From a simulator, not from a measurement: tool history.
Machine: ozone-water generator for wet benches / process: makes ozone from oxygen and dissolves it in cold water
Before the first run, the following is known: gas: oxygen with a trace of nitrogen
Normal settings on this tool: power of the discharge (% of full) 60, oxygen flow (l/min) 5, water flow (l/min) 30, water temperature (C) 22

run,hour,power of the discharge (% of full),oxygen flow (l/min),water flow (l/min),water temperature (C),dissolved ozone (ppm),ozone in the gas ahead of the water (g/m3)
1,0,60,5,30,22,10,136.2
2,24.9,60,5,30,22,10.2,137.3
3,66.9,60,5,30,22,10,137.8
4,109.1,60,5,30,22,9.9,136.8
5,148.7,60,5,30,22,10.3,137.9
6,183.1,60,5,30,22,10.2,137.3
7,208.4,60,5,30,22,9.8,137.9
8,231.5,60,5,30,22,10.1,138.4
9,255.5,60,4.38,30,17,10.2,146.5
10,290.9,60,4.38,30,29,9.1,146.5
11,329.3,58,7.04,35,23,8.8,112.8
12,360.6,83,5.61,30,29,10.9,154.7
13,388.6,83,3.88,24,29,13.3,186.7
14,417.9,41,3.88,24,29,9,127.3

Each row is a separate what-if for the run after 14, all from the same tool condition, not one after another. Results?
A,460.2,40,5,44,21,?,?
B,460.2,60,5,30,22,?,?
C,460.2,99,5.44,30,14,?,?
D,460.2,98,3.88,31,29,?,?
E,460.2,63,3.61,43,29,?,?

run,dissolved ozone (ppm),ozone in the gas ahead of the water (g/m3)
A,5.3,111
B,10,136.9
C,14.4,170.7
D,11.4,203
E,6.2,167
What these runs would have given with no unlogged condition in the tool:
run,dissolved ozone (ppm),ozone in the gas ahead of the water (g/m3)
A,5.7,112
B,10.6,138.5
C,15.3,173.4
D,12.1,206.1
E,6.6,169
